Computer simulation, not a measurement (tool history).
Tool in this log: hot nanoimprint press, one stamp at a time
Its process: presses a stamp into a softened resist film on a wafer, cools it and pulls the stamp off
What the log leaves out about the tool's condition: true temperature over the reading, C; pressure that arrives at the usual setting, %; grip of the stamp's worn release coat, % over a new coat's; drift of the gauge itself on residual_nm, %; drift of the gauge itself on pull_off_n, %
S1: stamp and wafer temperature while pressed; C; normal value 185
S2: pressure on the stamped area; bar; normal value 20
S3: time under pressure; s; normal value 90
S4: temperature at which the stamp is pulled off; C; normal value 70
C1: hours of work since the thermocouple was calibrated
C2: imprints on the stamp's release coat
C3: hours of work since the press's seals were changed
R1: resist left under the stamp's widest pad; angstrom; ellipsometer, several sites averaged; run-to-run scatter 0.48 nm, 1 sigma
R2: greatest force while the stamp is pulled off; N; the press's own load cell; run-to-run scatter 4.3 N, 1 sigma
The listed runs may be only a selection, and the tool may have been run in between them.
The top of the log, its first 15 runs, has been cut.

run 16 day=24.696 | S1=175 S2=20 S3=90 S4=62 | C1=303 C2=257 C3=260 | R1=2670 R2=269
-- day=25.725 plate thermocouple calibrated
run 17 day=26.367 | S1=178 S2=20 S3=90 S4=76 | C1=10 C2=410 C3=286 | R1=2486 R2=202
run 18 day=28.192 | S1=195 S2=20.2 S3=90 S4=70 | C1=40 C2=590 C3=315 | R1=1324 R2=250
run 19 day=29.654 | S1=195 S2=24.7 S3=156 S4=70 | C1=64 C2=735 C3=339 | R1=968 R2=242
run 20 day=31.283 | S1=195 S2=24.7 S3=156 S4=70 | C1=90 C2=896 C3=365 | R1=965 R2=257
run 21 day=32.404 | S1=195 S2=24.7 S3=156 S4=70 | C1=108 C2=1007 C3=383 | R1=965 R2=271
run 22 day=33.325 | S1=195 S2=24.7 S3=156 S4=70 | C1=123 C2=1098 C3=398 | R1=962 R2=273
run 23 day=34.962 | S1=185 S2=15.4 S3=90 S4=67 | C1=149 C2=1259 C3=424 | R1=2176 R2=308
run 24 day=36.296 | S1=185 S2=15.4 S3=90 S4=66 | C1=171 C2=1391 C3=446 | R1=2187 R2=318
run 25 day=37.838 | S1=185 S2=15.4 S3=57 S4=66 | C1=196 C2=1544 C3=471 | R1=2443 R2=340
-- day=39.262 stamp cleaned and given a new release coat
run 26 day=39.429 | S1=174 S2=20 S3=95 S4=68 | C1=217 C2=16 C3=493 | R1=2728 R2=214
run 27 day=41.092 | S1=174 S2=24.7 S3=95 S4=72 | C1=244 C2=180 C3=520 | R1=2562 R2=209
run 28 day=42.462 | S1=181 S2=15.2 S3=111 S4=70 | C1=267 C2=316 C3=542 | R1=2355 R2=228
run 29 day=44.058 | S1=185 S2=14.1 S3=60 S4=76 | C1=292 C2=473 C3=567 | R1=2472 R2=189
-- day=45.729 plate thermocouple calibrated
run 30 day=45.729 | S1=173 S2=20 S3=103 S4=70 | C1=0 C2=626 C3=592 | R1=2791 R2=253

4 options for the next run, each taken on its own from the tool as it stands now. Forecast them:
run A day=47.054 | S1=173 S2=17.2 S3=155 S4=70 | C1=21 C2=757 C3=614 | R1=? R2=?
run B day=47.054 | S1=179 S2=12.5 S3=103 S4=70 | C1=21 C2=757 C3=614 | R1=? R2=?
run C day=47.054 | S1=185 S2=20 S3=105 S4=70 | C1=21 C2=757 C3=614 | R1=? R2=?
run D day=47.054 | S1=185 S2=20 S3=90 S4=65 | C1=21 C2=757 C3=614 | R1=? R2=?

run=A R1=2700 R2=258
run=B R1=2730 R2=253
run=C R1=1873 R2=243
run=D R1=1967 R2=290
Without the tool's unlogged condition, the same runs would have read:
run=A R1=2672 R2=211
run=B R1=2711 R2=207
run=C R1=1835 R2=199
run=D R1=1929 R2=237
